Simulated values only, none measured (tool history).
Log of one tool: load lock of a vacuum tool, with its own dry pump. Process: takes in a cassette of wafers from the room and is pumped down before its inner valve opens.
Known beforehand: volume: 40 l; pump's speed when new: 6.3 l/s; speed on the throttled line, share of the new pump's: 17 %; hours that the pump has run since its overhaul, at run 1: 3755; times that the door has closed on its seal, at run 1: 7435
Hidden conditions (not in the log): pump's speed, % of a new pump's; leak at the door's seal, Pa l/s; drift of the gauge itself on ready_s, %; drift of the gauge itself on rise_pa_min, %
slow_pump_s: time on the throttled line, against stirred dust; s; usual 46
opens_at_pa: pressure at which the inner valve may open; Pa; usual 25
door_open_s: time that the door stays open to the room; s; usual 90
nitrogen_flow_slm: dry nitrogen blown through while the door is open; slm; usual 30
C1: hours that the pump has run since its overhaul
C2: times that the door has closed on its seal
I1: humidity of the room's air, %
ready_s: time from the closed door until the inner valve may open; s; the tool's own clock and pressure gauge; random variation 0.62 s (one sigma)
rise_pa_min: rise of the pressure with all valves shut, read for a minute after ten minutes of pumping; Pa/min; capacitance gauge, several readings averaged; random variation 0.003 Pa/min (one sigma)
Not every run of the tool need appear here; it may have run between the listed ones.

run 1 hour=0 | slow_pump_s=46 opens_at_pa=25 door_open_s=90 nitrogen_flow_slm=30 | C1=3755 C2=7435 | I1=45.7 | ready_s=91.9 rise_pa_min=0.029
run 2 hour=102.2 | slow_pump_s=46 opens_at_pa=25 door_open_s=90 nitrogen_flow_slm=30 | C1=3857 C2=7556 | I1=44.9 | ready_s=93.3 rise_pa_min=0.03
run 3 hour=211.9 | slow_pump_s=46 opens_at_pa=25 door_open_s=90 nitrogen_flow_slm=30 | C1=3967 C2=7686 | I1=45.1 | ready_s=92.7 rise_pa_min=0.023
run 4 hour=332.6 | slow_pump_s=46 opens_at_pa=25 door_open_s=90 nitrogen_flow_slm=30 | C1=4088 C2=7830 | I1=46.6 | ready_s=92.9 rise_pa_min=0.027
run 5 hour=473.8 | slow_pump_s=46 opens_at_pa=25 door_open_s=90 nitrogen_flow_slm=30 | C1=4229 C2=7997 | I1=43.2 | ready_s=93 rise_pa_min=0.031
run 6 hour=580.1 | slow_pump_s=46 opens_at_pa=25 door_open_s=90 nitrogen_flow_slm=30 | C1=4335 C2=8123 | I1=44.5 | ready_s=92.7 rise_pa_min=0.032
run 7 hour=723.9 | slow_pump_s=46 opens_at_pa=25 door_open_s=90 nitrogen_flow_slm=30 | C1=4479 C2=8294 | I1=44.6 | ready_s=92.4 rise_pa_min=0.031
run 8 hour=912.2 | slow_pump_s=46 opens_at_pa=25 door_open_s=90 nitrogen_flow_slm=30 | C1=4667 C2=8517 | I1=42.4 | ready_s=90.7 rise_pa_min=0.027
run 9 hour=1113 | slow_pump_s=46 opens_at_pa=25 door_open_s=44 nitrogen_flow_slm=30 | C1=4868 C2=8755 | I1=42.9 | ready_s=93.1 rise_pa_min=0.029
run 10 hour=1231.2 | slow_pump_s=46 opens_at_pa=18 door_open_s=233 nitrogen_flow_slm=30 | C1=4986 C2=8895 | I1=46.6 | ready_s=96.4 rise_pa_min=0.041

Estimate the outcome of run 11 from the log above:
run 11 hour=1398.7 | slow_pump_s=46 opens_at_pa=18 door_open_s=127 nitrogen_flow_slm=13 | C1=5154 C2=9094 | I1=44.3 | ready_s=? rise_pa_min=?

{"run 11": {"ready_s": 96.2, "rise_pa_min": 0.04}}
The same run, on a tool lacking any hidden state, would have yielded ready_s 93.9 s, rise_pa_min 0.025 Pa/min.
